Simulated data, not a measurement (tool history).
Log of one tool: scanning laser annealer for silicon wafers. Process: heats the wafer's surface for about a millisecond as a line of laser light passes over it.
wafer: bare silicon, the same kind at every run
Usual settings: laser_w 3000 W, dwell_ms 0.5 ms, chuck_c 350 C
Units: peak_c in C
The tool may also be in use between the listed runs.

Run 1, hour 0: usual settings. Result: peak_c 1152 C.
Run 2, hour 10.5: usual settings but dwell_ms 0.585 ms. Result: peak_c 1230 C.
Run 3, hour 19.5: usual settings. Result: peak_c 1149 C.
Run 4, hour 37.2: usual settings. Result: peak_c 1149 C.
Run 5, hour 54.7: usual settings but laser_w 3270 W. Result: peak_c 1228 C.
Run 6, hour 73.8: usual settings but laser_w 3270 W. Result: peak_c 1220 C.
Run 7, hour 87.9: usual settings but chuck_c 364 C. Result: peak_c 1157 C.
Run 8, hour 100.6: usual settings but dwell_ms 0.563 ms, chuck_c 364 C. Result: peak_c 1222 C.
Run 9, hour 114.3: usual settings but dwell_ms 0.563 ms, chuck_c 364 C. Result: peak_c 1218 C.
Run 10, hour 127.8: usual settings but chuck_c 381 C. Result: peak_c 1177 C.
Run 11, hour 140: usual settings. Result: peak_c 1142 C.
Run 12, hour 152.2: usual settings. Result: peak_c 1145 C.
Run 13, hour 167.6: usual settings but laser_w 3118 W. Result: peak_c 1174 C.
Run 14, hour 178.3: usual settings but laser_w 3118 W. Result: peak_c 1173 C.
Run 15, hour 188.2: usual settings but chuck_c 320 C. Result: peak_c 1115 C.
Run 16, hour 201.7: usual settings but chuck_c 320 C. Result: peak_c 1112 C.
At hour 207.7: optics aligned, line set to its width.
Run 17, hour 224.2: usual settings but chuck_c 320 C. Result: peak_c 1106 C.
Run 18, hour 241.4: usual settings but chuck_c 320 C. Result: peak_c 1104 C.
Run 19, hour 260.8: usual settings but dwell_ms 0.539 ms, chuck_c 353 C. Result: peak_c 1179 C.
Run 20, hour 281: usual settings but laser_w 3133 W, dwell_ms 0.385 ms, chuck_c 365 C. Result: peak_c 1069 C.
Run 21, hour 300.9: usual settings but laser_w 3133 W, dwell_ms 0.406 ms, chuck_c 323 C. Result: peak_c 1050 C.
Run 22, hour 318.2: usual settings but laser_w 3133 W, dwell_ms 0.406 ms, chuck_c 323 C. Result: peak_c 1048 C.
At hour 330.9: optics aligned, line set to its width, once more.
Run 23, hour 339.6: usual settings but laser_w 3133 W, dwell_ms 0.406 ms, chuck_c 323 C. Result: peak_c 1055 C.
Run 24, hour 351.2: usual settings but laser_w 2870 W, dwell_ms 0.402 ms, chuck_c 327 C. Result: peak_c 995 C.
Run 25, hour 368.6: usual settings but laser_w 2870 W, dwell_ms 0.402 ms, chuck_c 327 C. Result: peak_c 991 C.
Run 26, hour 389.9: usual settings but laser_w 3029 W, dwell_ms 0.444 ms. Result: peak_c 1096 C.
Run 27, hour 407.7: usual settings but laser_w 3029 W, dwell_ms 0.444 ms. Result: peak_c 1096 C.
Run 28, hour 422.1: usual settings but laser_w 2685 W. Result: peak_c 1058 C.
Run 29, hour 432.8: usual settings but laser_w 2685 W. Result: peak_c 1056 C.
Run 30, hour 453: usual settings but laser_w 2722 W, dwell_ms 0.481 ms, chuck_c 356 C. Result: peak_c 1056 C.
Run 31, hour 471.3: usual settings but laser_w 2722 W, dwell_ms 0.481 ms, chuck_c 356 C. Result: peak_c 1056 C.
Run 32, hour 485.4: usual settings but laser_w 2722 W, dwell_ms 0.481 ms, chuck_c 356 C. Result: peak_c 1056 C.
Run 33, hour 500.1: usual settings but laser_w 2722 W, dwell_ms 0.481 ms, chuck_c 356 C. Result: peak_c 1055 C.
Run 34, hour 515.6: usual settings but laser_w 2570 W, dwell_ms 0.529 ms, chuck_c 312 C. Result: peak_c 1008 C.
At hour 534.7: window over the wafer cleaned.
Run 35, hour 535.8: usual settings but laser_w 2877 W, dwell_ms 0.479 ms. Result: peak_c 1112 C.
Run 36, hour 545.4: usual settings but dwell_ms 0.458 ms, chuck_c 353 C. Result: peak_c 1127 C.

Hidden state or all else? Some run-to-run changes of peak_c, split into what the settings, what came in and random variation would give without the hidden state, and what is left for the hidden state (with any gauge scatter that isn't in both results):
The hidden state here: light that passes the window, % of a clean one's; laser's true power over the reading, %; width of the line over the set one, %; drift of the gauge itself on peak_c, C.
Run 19 -> 20: laser_w 3000 -> 3133, dwell_ms 0.539 -> 0.385, chuck_c 353 -> 365. peak_c -110 C: hidden state +5, all else -115.
Run 22 -> 23: optics aligned, line set to its width, once more. peak_c +7 C: hidden state +9, all else -2.
Run 25 -> 26: laser_w 2870 -> 3029, dwell_ms 0.402 -> 0.444, chuck_c 327 -> 350. peak_c +105 C: hidden state -3, all else +108.
Run 34 -> 35: laser_w 2570 -> 2877, dwell_ms 0.529 -> 0.479, chuck_c 312 -> 350, window over the wafer cleaned. peak_c +104 C: hidden state +21, all else +83.

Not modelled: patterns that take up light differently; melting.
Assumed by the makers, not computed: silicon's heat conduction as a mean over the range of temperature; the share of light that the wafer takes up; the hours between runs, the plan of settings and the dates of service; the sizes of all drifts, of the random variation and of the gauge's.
